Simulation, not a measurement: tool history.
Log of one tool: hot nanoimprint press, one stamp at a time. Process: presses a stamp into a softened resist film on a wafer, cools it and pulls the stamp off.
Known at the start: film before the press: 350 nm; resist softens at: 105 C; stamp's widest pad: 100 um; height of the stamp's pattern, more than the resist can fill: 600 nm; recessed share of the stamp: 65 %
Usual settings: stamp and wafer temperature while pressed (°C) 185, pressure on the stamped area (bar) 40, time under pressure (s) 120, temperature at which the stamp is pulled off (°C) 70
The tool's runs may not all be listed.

| run | hour | stamp and wafer temperature while pressed (°C) | pressure on the stamped area (bar) | time under pressure (s) | temperature at which the stamp is pulled off (°C) | resist left under the stamp's widest pad (Å) | greatest force while the stamp is pulled off (N) |
|---|---|---|---|---|---|---|---|
| 1 | 0 | 185 | 40 | 120 | 70 | 1731 | 137 |
| 2 | 12.6 | 185 | 40 | 120 | 70 | 1733 | 142 |
| 3 | 22.7 | 192 | 40 | 120 | 70 | 1453 | 139 |
| 4 | 27.9 | 192 | 40 | 120 | 70 | 1449 | 136 |
| 5 | 34.2 | 185 | 40 | 75 | 70 | 2045 | 134 |
| 6 | 45.4 | 185 | 40 | 120 | 70 | 1728 | 140 |
| 7 | 53.1 | 185 | 24.3 | 120 | 70 | 2066 | 136 |
| 8 | 59.6 | 185 | 24.3 | 120 | 70 | 2066 | 137 |
| 9 | 67 | 185 | 24.3 | 120 | 70 | 2069 | 143 |
| 10 | 73.1 | 185 | 40 | 120 | 70 | 1731 | 146 |
| 11 | 79.7 | 185 | 40 | 120 | 70 | 1732 | 139 |
| 12 | 85.2 | 185 | 40 | 120 | 70 | 1732 | 139 |
| 13 | 90.4 | 175 | 40 | 120 | 70 | 2225 | 146 |
| 14 | 98.9 | 185 | 40 | 178 | 70 | 1481 | 145 |
| 15 | 111.7 | 185 | 35.2 | 120 | 70 | 1816 | 148 |
| 16 | 117.2 | 185 | 40 | 95 | 70 | 1878 | 148 |
| 17 | 125.3 | 185 | 40 | 66 | 70 | 2122 | 143 |
| 18 | 136.9 | 194 | 56.7 | 181 | 69 | 982 | 150 |
| 19 | 147.5 | 181 | 40 | 104 | 70 | 2010 | 141 |
| 20 | 160 | 185 | 40 | 170 | 70 | 1503 | 144 |
| 21 | 170.4 | 185 | 30.2 | 171 | 70 | 1675 | 143 |
| 22 | 181.5 | 185 | 29 | 139 | 70 | 1845 | 146 |
| 23 | 191.4 | 185 | 29 | 139 | 70 | 1840 | 148 |
| 24 | 203.6 | 175 | 29 | 91 | 70 | 2588 | 148 |
| 25 | 216.2 | 176 | 29 | 161 | 69 | 2182 | 160 |
| 26 | 229.7 | 185 | 31.2 | 173 | 68 | 1692 | 164 |
| 27 | 239.1 | 185 | 40 | 185 | 75 | 1500 | 140 |
| 28 | 247.8 | 185 | 40 | 185 | 75 | 1506 | 134 |
| 29 | 254.1 | 181 | 61.8 | 120 | 70 | 1680 | 157 |
| 30 | 266.7 | 185 | 48.6 | 75 | 70 | 1957 | 155 |
| 31 | 276.2 | 185 | 48.6 | 75 | 58 | 1958 | 209 |

Not shown: 1 entry that the log had between the listed runs. Between which runs, and how does the tool's hidden state differ before and after?
Between runs 25 and 26: plate thermocouple calibrated (hour 221.1)
  true temperature over the reading, C: 0.98 -> -0.22; pressure that arrives at the usual setting, %: 99.09 -> 99.07; grip of the stamp's worn release coat, % over a new coat's: 15.7 -> 16.2
  measured less the result without the state, resist left under the stamp's widest pad (Å): -47 -> +15; greatest force while the stamp is pulled off (N): +18 -> +23

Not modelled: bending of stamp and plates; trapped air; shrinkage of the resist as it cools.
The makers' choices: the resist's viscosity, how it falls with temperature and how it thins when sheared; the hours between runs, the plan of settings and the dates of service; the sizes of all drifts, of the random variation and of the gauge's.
